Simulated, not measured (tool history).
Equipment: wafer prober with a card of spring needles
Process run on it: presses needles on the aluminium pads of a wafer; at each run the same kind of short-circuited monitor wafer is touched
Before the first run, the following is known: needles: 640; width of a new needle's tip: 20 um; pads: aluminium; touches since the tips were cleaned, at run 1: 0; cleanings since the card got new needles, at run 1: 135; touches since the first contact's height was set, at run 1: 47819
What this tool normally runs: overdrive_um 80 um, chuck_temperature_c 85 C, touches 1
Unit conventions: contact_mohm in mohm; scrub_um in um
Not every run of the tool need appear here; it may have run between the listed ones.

| run | day | overdrive_um | chuck_temperature_c | touches | touches since the tips were cleaned | cleanings since the card got new needles | touches since the first contact's height was set | contact_mohm | scrub_um |
|---|---|---|---|---|---|---|---|---|---|
| 1 | 0.000 | 80 | 85 | 1 | 0 | 135 | 47819 | 169 | 14.32 |
|  | 0.942 | tips cleaned on abrasive film |
|  | 1.838 | tips cleaned on abrasive film |
|  | 2.746 | tips cleaned on abrasive film |
| 2 | 2.908 | 80 | 27 | 1 | 1321 | 138 | 71062 | 175 | 14.22 |
|  | 3.596 | tips cleaned on abrasive film |
|  | 4.533 | tips cleaned on abrasive film |
| 3 | 4.575 | 80 | 85 | 1 | 332 | 140 | 84341 | 178 | 14.22 |
|  | 5.512 | tips cleaned on abrasive film |
|  | 6.304 | tips cleaned on abrasive film |
|  | 7.112 | tips cleaned on abrasive film |
| 4 | 7.112 | 80 | 85 | 2 | 0 | 143 | 104596 | 165 | 14.14 |
|  | 7.321 | height of the first contact set anew |
|  | 8.088 | tips cleaned on abrasive film |
|  | 8.488 | tips cleaned on abrasive film, once more |
|  | 9.329 | tips cleaned on abrasive film |
| 5 | 9.329 | 80 | 85 | 2 | 0 | 146 | 16002 | 170 | 14.37 |
|  | 10.312 | tips cleaned on abrasive film |
|  | 11.246 | tips cleaned on abrasive film |
| 6 | 11.421 | 80 | 85 | 2 | 1406 | 148 | 32717 | 177 | 14.32 |
|  | 12.188 | tips cleaned on abrasive film |
|  | 13.158 | tips cleaned on abrasive film |
|  | 13.954 | tips cleaned on abrasive film |
| 7 | 13.954 | 80 | 85 | 2 | 0 | 151 | 52955 | 172 | 14.29 |
|  | 14.904 | tips cleaned on abrasive film |
|  | 15.862 | tips cleaned on abrasive film |
| 8 | 15.950 | 80 | 85 | 2 | 720 | 153 | 68903 | 170 | 14.28 |
|  | 16.742 | tips cleaned on abrasive film |
|  | 17.729 | tips cleaned on abrasive film |
|  | 18.646 | tips cleaned on abrasive film |
| 9 | 19.100 | 74 | 76 | 2 | 3639 | 156 | 94072 | 186 | 13.15 |
|  | 19.458 | tips cleaned on abrasive film |
|  | 20.362 | tips cleaned on abrasive film |
|  | 20.738 | height of the first contact set anew |
|  | 21.246 | tips cleaned on abrasive film |
|  | 22.108 | tips cleaned on abrasive film |
| 10 | 22.108 | 74 | 76 | 2 | 0 | 160 | 10927 | 165 | 13.29 |
|  | 23.071 | tips cleaned on abrasive film |
|  | 24.058 | tips cleaned on abrasive film |
| 11 | 24.700 | 74 | 76 | 2 | 5124 | 162 | 31644 | 193 | 13.26 |

Run 12 comes next. What will it give?
|  | 24.858 | tips cleaned on abrasive film |
|  | 25.721 | tips cleaned on abrasive film |
| 12 | 26.400 | 74 | 76 | 2 | 5448 | 164 | 45240 | ? | ? |

{"run 12": {"contact_mohm": 195, "scrub_um": 13.24}}
Were there no unlogged condition in the tool, this run, its random variation unchanged, would have produced contact_mohm 165 mohm, scrub_um 13.32 um.

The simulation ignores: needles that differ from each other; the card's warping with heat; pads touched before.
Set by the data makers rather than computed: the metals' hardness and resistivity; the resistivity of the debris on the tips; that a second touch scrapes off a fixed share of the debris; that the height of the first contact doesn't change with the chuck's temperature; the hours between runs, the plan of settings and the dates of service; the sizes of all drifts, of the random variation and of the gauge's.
